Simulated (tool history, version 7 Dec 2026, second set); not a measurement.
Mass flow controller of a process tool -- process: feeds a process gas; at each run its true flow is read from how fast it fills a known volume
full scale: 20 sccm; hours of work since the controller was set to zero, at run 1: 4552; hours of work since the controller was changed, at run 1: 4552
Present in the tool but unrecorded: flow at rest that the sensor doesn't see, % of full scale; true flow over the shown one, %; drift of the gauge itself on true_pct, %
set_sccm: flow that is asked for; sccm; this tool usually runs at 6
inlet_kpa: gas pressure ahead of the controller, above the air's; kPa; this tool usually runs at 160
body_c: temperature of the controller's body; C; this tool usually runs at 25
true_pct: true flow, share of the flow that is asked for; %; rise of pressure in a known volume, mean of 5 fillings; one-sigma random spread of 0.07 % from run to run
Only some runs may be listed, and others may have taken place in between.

run	hour	set_sccm	inlet_kpa	body_c	hours of work since the controller was set to zero	hours of work since the controller was changed	true_pct
1	0.0	6	160	25	4552	4552	95.21
2	100.4	6	160	25	4617	4617	95.16
3	258.7	6	160	25	4719	4719	95.06
4	404.4	6	160	25	4813	4813	94.96
5	540.5	6	160	25	4901	4901	95.02
6	744.6	6	160	40	5033	5033	95.30
7	959.7	6	160	40	5172	5172	95.13
8	1067.5	6	160	40	5242	5242	95.14
9	1264.1	16	188	37	5369	5369	97.42

Run 10, settings as shown, results not yet in. Your forecast:
10	1439.8	2	270	40	5482	5482	?

true_pct: 89.02 %
With no hidden state in the tool, this same run would have given true_pct 98.48 %.
